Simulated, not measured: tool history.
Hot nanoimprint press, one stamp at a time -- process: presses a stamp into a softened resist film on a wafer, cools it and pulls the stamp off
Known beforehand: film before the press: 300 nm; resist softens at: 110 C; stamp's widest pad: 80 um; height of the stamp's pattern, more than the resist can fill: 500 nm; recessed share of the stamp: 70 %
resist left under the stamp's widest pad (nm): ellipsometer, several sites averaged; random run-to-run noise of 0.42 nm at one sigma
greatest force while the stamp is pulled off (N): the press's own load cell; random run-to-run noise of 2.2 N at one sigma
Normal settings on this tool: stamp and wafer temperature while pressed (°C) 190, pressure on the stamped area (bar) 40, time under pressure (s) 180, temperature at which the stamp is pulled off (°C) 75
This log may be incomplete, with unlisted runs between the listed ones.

run   hour  stamp and wafer temperature while pressed (°C)  pressure on the stamped area (bar)  time under pressure (s)  temperature at which the stamp is pulled off (°C)  resist left under the stamp's widest pad (nm)  greatest force while the stamp is pulled off (N)
  1      0                                             190                                  40                      180                                                 75                                          115.9                                               135
  2   21.5                                             190                                  40                      180                                                 75                                          115.1                                               136
  3   47.8                                             190                                  40                      180                                                 75                                          116.6                                               136
  4   84.6                                             190                                  40                      180                                                 75                                          116.5                                               137
      95.3  -- stamp cleaned and given a new release coat
  5    113                                             195                                  40                      180                                                 75                                           97.7                                               105
  6  150.3                                             195                                41.3                      180                                                 75                                           96.2                                               113
  7  183.6                                             195                                41.3                      180                                                 75                                           96.3                                               114
  8  220.3                                             195                                41.3                      180                                                 75                                             97                                               121
  9  243.7                                             195                                41.3                      180                                                 75                                           97.1                                               120
 10  262.7                                             195                                41.3                      180                                                 75                                           96.8                                               119
 11  284.7                                             195                                41.3                      180                                                 75                                           96.6                                               124
 12  306.6                                             195                                41.3                      180                                                 75                                           97.3                                               123
     338.5  -- plate thermocouple calibrated
 13  342.2                                             195                                41.3                      180                                                 75                                           93.4                                               123
 14  383.7                                             190                                  40                      180                                                 75                                          113.4                                               129
 15  421.3                                             190                                  40                      180                                                 75                                          114.5                                               128
 16  459.9                                             193                                61.6                      180                                                 75                                           81.8                                               132
 17  494.2                                             193                                61.6                      180                                                 75                                           82.5                                               138
 18  522.3                                             178                                33.2                      180                                                 64                                            190                                               166
     536.6  -- stamp cleaned and given a new release coat
 19  565.3                                             178                                  40                      125                                                 62                                          196.5                                               126
 20  591.8                                             190                                  40                      262                                                 64                                            100                                               131
 21  622.8                                             190                                30.2                      360                                                 68                                            102                                               128
 22  649.3                                             185                                  40                      180                                                 74                                          138.5                                               121
 23    689                                             184                                41.2                      180                                                 65                                            143                                               132
 24    729                                             190                                  40                      147                                                 75                                          125.5                                               119
     775.5  -- press's hydraulic seals changed and the load cell set to zero
 25  779.4                                             190                                  44                      180                                                 77                                          109.4                                               115
 26  812.6                                             196                                  40                      303                                                 77                                           75.5                                               120
 27  833.2                                             179                                53.4                      124                                                 65                                          169.7                                               150
 28    851                                             197                                30.8                      192                                                 75                                            101                                               132
 29  869.5                                             197                                30.8                      192                                                 75                                            101                                               129

Here are 5 independent what-if runs from the current tool condition. What would each one return?
  A  890.1                                             190                                36.7                      180                                                 75                                              ?                                                 ?
  B  890.1                                             190                                50.4                      180                                                 75                                              ?                                                 ?
  C  890.1                                             190                                  29                      359                                                 71                                              ?                                                 ?
  D  890.1                                             197                                  40                      134                                                 81                                              ?                                                 ?
  E  890.1                                             197                                30.8                       96                                                 75                                              ?                                                 ?

run  resist left under the stamp's widest pad (nm)  greatest force while the stamp is pulled off (N)
  A                                            121                                               132
  B                                          102.4                                               133
  C                                          105.3                                               143
  D                                          102.1                                               122
  E                                          132.1                                               131
Stripped of hidden state, with their random variation kept, the same runs would have yielded:
run  resist left under the stamp's widest pad (nm)  greatest force while the stamp is pulled off (N)
  A                                          115.9                                               105
  B                                             98                                               105
  C                                          100.8                                               114
  D                                           98.1                                                97
  E                                          127.3                                               104

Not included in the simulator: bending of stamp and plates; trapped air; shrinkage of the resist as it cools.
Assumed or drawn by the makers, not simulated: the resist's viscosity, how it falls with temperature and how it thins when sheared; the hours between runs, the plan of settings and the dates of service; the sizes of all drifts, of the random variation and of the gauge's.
